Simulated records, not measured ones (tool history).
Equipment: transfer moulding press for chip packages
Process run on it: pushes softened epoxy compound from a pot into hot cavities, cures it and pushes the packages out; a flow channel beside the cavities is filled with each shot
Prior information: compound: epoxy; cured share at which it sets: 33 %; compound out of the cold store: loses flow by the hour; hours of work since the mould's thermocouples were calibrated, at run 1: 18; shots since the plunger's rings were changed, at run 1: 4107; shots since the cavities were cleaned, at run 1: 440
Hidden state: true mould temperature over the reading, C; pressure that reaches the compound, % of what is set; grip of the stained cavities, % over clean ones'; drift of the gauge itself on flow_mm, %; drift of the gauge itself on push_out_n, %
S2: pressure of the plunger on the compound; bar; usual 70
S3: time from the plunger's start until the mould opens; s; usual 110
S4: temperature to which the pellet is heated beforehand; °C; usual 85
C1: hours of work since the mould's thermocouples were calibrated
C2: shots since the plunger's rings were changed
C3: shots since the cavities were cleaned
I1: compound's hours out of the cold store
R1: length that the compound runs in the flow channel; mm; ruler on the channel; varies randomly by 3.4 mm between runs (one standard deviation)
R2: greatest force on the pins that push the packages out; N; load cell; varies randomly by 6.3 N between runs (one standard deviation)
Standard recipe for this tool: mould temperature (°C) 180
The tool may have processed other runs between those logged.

{"run": 1, "day": 0.0, "mould temperature (°C)": 180, "S2": 70, "S3": 110, "S4": 85, "C1": 18, "C2": 4107, "C3": 440, "I1": 40.9, "R1": 702, "R2": 250}
{"run": 2, "day": 0.3, "mould temperature (°C)": 180, "S2": 70, "S3": 110, "S4": 85, "C1": 22, "C2": 4173, "C3": 506, "I1": 34.2, "R1": 720, "R2": 249}
{"run": 3, "day": 0.504, "mould temperature (°C)": 180, "S2": 70, "S3": 110, "S4": 85, "C1": 25, "C2": 4219, "C3": 552, "I1": 37.3, "R1": 709, "R2": 249}
{"run": 4, "day": 0.779, "mould temperature (°C)": 180, "S2": 70, "S3": 110, "S4": 85, "C1": 29, "C2": 4280, "C3": 613, "I1": 8.1, "R1": 837, "R2": 256}
{"run": 5, "day": 1.188, "mould temperature (°C)": 180, "S2": 70, "S3": 140, "S4": 85, "C1": 34, "C2": 4371, "C3": 704, "I1": 11.9, "R1": 807, "R2": 238}
{"run": 6, "day": 1.45, "mould temperature (°C)": 180, "S2": 70, "S3": 140, "S4": 85, "C1": 38, "C2": 4429, "C3": 762, "I1": 29.2, "R1": 741, "R2": 237}
{"run": 7, "day": 1.671, "mould temperature (°C)": 174, "S2": 70, "S3": 140, "S4": 85, "C1": 41, "C2": 4478, "C3": 811, "I1": 21.4, "R1": 801, "R2": 258}
{"day": 2.071, "done": "cavities cleaned with cleaning compound and waxed"}
{"run": 8, "day": 2.108, "mould temperature (°C)": 180, "S2": 70, "S3": 110, "S4": 85, "C1": 46, "C2": 4562, "C3": 9, "I1": 34.9, "R1": 726, "R2": 242}
{"run": 9, "day": 2.317, "mould temperature (°C)": 180, "S2": 70, "S3": 110, "S4": 85, "C1": 49, "C2": 4608, "C3": 55, "I1": 46.7, "R1": 681, "R2": 245}
{"run": 10, "day": 2.738, "mould temperature (°C)": 180, "S2": 70, "S3": 110, "S4": 85, "C1": 55, "C2": 4701, "C3": 148, "I1": 31.3, "R1": 733, "R2": 250}
{"run": 11, "day": 3.046, "mould temperature (°C)": 180, "S2": 70, "S3": 110, "S4": 85, "C1": 59, "C2": 4770, "C3": 217, "I1": 21.2, "R1": 777, "R2": 249}
{"run": 12, "day": 3.25, "mould temperature (°C)": 180, "S2": 70, "S3": 110, "S4": 85, "C1": 62, "C2": 4815, "C3": 262, "I1": 45.8, "R1": 679, "R2": 234}
{"run": 13, "day": 3.496, "mould temperature (°C)": 180, "S2": 78.5, "S3": 110, "S4": 85, "C1": 65, "C2": 4870, "C3": 317, "I1": 11.7, "R1": 856, "R2": 241}
{"run": 14, "day": 3.954, "mould temperature (°C)": 180, "S2": 70.6, "S3": 110, "S4": 85, "C1": 71, "C2": 4972, "C3": 419, "I1": 20.5, "R1": 776, "R2": 249}
{"run": 15, "day": 4.338, "mould temperature (°C)": 180, "S2": 73.4, "S3": 96, "S4": 85, "C1": 77, "C2": 5057, "C3": 504, "I1": 41.8, "R1": 713, "R2": 261}
{"run": 16, "day": 4.783, "mould temperature (°C)": 173, "S2": 78.9, "S3": 116, "S4": 83, "C1": 83, "C2": 5157, "C3": 604, "I1": 40, "R1": 784, "R2": 291}
{"run": 17, "day": 5.096, "mould temperature (°C)": 180, "S2": 70, "S3": 110, "S4": 90, "C1": 87, "C2": 5225, "C3": 672, "I1": 40.7, "R1": 698, "R2": 245}
{"run": 18, "day": 5.483, "mould temperature (°C)": 180, "S2": 70, "S3": 114, "S4": 91, "C1": 92, "C2": 5312, "C3": 759, "I1": 22, "R1": 769, "R2": 241}
{"run": 19, "day": 5.775, "mould temperature (°C)": 180, "S2": 70, "S3": 107, "S4": 87, "C1": 96, "C2": 5377, "C3": 824, "I1": 31.6, "R1": 732, "R2": 255}
{"day": 6.021, "done": "plunger's sealing rings changed"}
{"day": 6.229, "done": "cavities cleaned with cleaning compound and waxed"}
{"run": 20, "day": 6.275, "mould temperature (°C)": 184, "S2": 77.9, "S3": 110, "S4": 89, "C1": 101, "C2": 43, "C3": 11, "I1": 27.5, "R1": 772, "R2": 241}
{"run": 21, "day": 6.479, "mould temperature (°C)": 184, "S2": 54.5, "S3": 94, "S4": 86, "C1": 104, "C2": 88, "C3": 56, "I1": 33.6, "R1": 623, "R2": 235}
{"run": 22, "day": 6.8, "mould temperature (°C)": 179, "S2": 70, "S3": 91, "S4": 85, "C1": 108, "C2": 159, "C3": 127, "I1": 14.8, "R1": 802, "R2": 321}
{"run": 23, "day": 7.238, "mould temperature (°C)": 180, "S2": 67.6, "S3": 110, "S4": 88, "C1": 114, "C2": 257, "C3": 225, "I1": 42, "R1": 681, "R2": 249}
{"run": 24, "day": 7.438, "mould temperature (°C)": 180, "S2": 70.1, "S3": 110, "S4": 88, "C1": 117, "C2": 301, "C3": 269, "I1": 36.3, "R1": 718, "R2": 240}
{"run": 25, "day": 7.838, "mould temperature (°C)": 172, "S2": 70.1, "S3": 90, "S4": 91, "C1": 122, "C2": 390, "C3": 358, "I1": 16.7, "R1": 826, "R2": 515}
{"run": 26, "day": 8.179, "mould temperature (°C)": 172, "S2": 70.1, "S3": 90, "S4": 91, "C1": 127, "C2": 466, "C3": 434, "I1": 44.1, "R1": 719, "R2": 456}
{"run": 27, "day": 8.533, "mould temperature (°C)": 180, "S2": 70, "S3": 110, "S4": 85, "C1": 132, "C2": 545, "C3": 513, "I1": 26.9, "R1": 754, "R2": 245}
{"run": 28, "day": 8.796, "mould temperature (°C)": 180, "S2": 70, "S3": 110, "S4": 85, "C1": 135, "C2": 603, "C3": 571, "I1": 24.7, "R1": 752, "R2": 242}

3 ways to go on from here, each from the tool as it stands after run 28. What would each give?
{"run": "A", "day": 9.008, "mould temperature (°C)": 180, "S2": 70, "S3": 110, "S4": 76, "C1": 138, "C2": 650, "C3": 618, "I1": 31.9, "R1": "?", "R2": "?"}
{"run": "B", "day": 9.008, "mould temperature (°C)": 177, "S2": 70, "S3": 103, "S4": 94, "C1": 138, "C2": 650, "C3": 618, "I1": 33, "R1": "?", "R2": "?"}
{"run": "C", "day": 9.008, "mould temperature (°C)": 180, "S2": 70, "S3": 120, "S4": 93, "C1": 138, "C2": 650, "C3": 618, "I1": 30.6, "R1": "?", "R2": "?"}

run=A R1=731 R2=238
run=B R1=739 R2=282
run=C R1=736 R2=243
What these runs would have given with no unlogged condition in the tool:
run=A R1=731 R2=235
run=B R1=739 R2=278
run=C R1=736 R2=240
